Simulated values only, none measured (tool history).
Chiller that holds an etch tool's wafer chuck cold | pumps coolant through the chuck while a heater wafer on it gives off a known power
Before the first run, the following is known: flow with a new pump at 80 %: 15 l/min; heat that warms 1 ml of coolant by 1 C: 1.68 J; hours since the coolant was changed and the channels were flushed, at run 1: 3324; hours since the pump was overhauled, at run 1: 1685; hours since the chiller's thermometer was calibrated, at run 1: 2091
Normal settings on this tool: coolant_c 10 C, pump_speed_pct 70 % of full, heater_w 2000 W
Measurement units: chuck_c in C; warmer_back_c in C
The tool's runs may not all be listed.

| run | hour | coolant_c | pump_speed_pct | heater_w | hours since the coolant was changed and the channels were flushed | hours since the pump was overhauled | hours since the chiller's thermometer was calibrated | chuck_c | warmer_back_c |
|---|---|---|---|---|---|---|---|---|---|
| 1 | 0 | 10 | 70 | 2000 | 3324 | 1685 | 2091 | 36.6 | 5.66 |
| 2 | 75.4 | 10 | 70 | 2000 | 3399 | 1760 | 2166 | 36.4 | 5.7 |
| 3 | 127.9 | 10 | 70 | 2000 | 3452 | 1813 | 2219 | 36.6 | 5.72 |
| 4 | 205.9 | 10 | 70 | 2000 | 3530 | 1891 | 2297 | 36.7 | 5.66 |
| 5 | 284 | 10 | 70 | 2000 | 3608 | 1969 | 2375 | 36.8 | 5.7 |
| 6 | 329.6 | 10 | 70 | 2000 | 3653 | 2015 | 2420 | 36.6 | 5.69 |
|  | 336.2 | chiller's thermometer calibrated |
| 7 | 388 | 10 | 70 | 2969 | 3711 | 2072 | 52 | 49.6 | 8.47 |
| 8 | 436.6 | 10 | 70 | 2969 | 3759 | 2121 | 100 | 49.6 | 8.48 |
| 9 | 478.8 | 10 | 70 | 2969 | 3801 | 2163 | 143 | 49.7 | 8.55 |
| 10 | 539.9 | 5 | 70 | 2000 | 3863 | 2224 | 204 | 31.7 | 5.66 |
| 11 | 594.6 | 5 | 70 | 1089 | 3917 | 2279 | 258 | 19.6 | 3.15 |
|  | 667 | chiller's thermometer calibrated, once more |
| 12 | 667 | 5 | 70 | 1089 | 3989 | 2350 | 0 | 19.6 | 3.18 |
| 13 | 743.2 | 14 | 62 | 2258 | 4065 | 2426 | 76 | 47.1 | 7.45 |
| 14 | 813.2 | 16 | 93 | 2258 | 4135 | 2496 | 146 | 40.8 | 4.71 |
| 15 | 893.9 | 18 | 77 | 2000 | 4216 | 2577 | 227 | 43.2 | 5.22 |
| 16 | 929.8 | 1 | 70 | 2000 | 4251 | 2613 | 263 | 27.9 | 5.78 |
| 17 | 977 | 4 | 67 | 2680 | 4299 | 2660 | 310 | 41.4 | 8.14 |
| 18 | 1034.2 | 10 | 89 | 2108 | 4356 | 2717 | 367 | 34.2 | 4.69 |
| 19 | 1102.4 | 10 | 89 | 2108 | 4424 | 2785 | 435 | 34.2 | 4.65 |
| 20 | 1153.4 | 10 | 89 | 1631 | 4475 | 2836 | 486 | 28.7 | 3.67 |

Below are 3 alternative next runs, each starting from the tool's condition after run 20. Predict each:
| A | 1214.1 | 10 | 83 | 1118 | 4536 | 2897 | 547 | ? | ? |
| B | 1214.1 | 10 | 89 | 2000 | 4536 | 2897 | 547 | ? | ? |
| C | 1214.1 | 15 | 99 | 1501 | 4536 | 2897 | 547 | ? | ? |

| run | chuck_c | warmer_back_c |
|---|---|---|
| A | 23.4 | 2.66 |
| B | 33 | 4.45 |
| C | 30.9 | 2.89 |
Had the tool no hidden state, the same runs would have come out as:
| run | chuck_c | warmer_back_c |
|---|---|---|
| A | 22.4 | 2.53 |
| B | 31.2 | 4.23 |
| C | 29.7 | 2.75 |
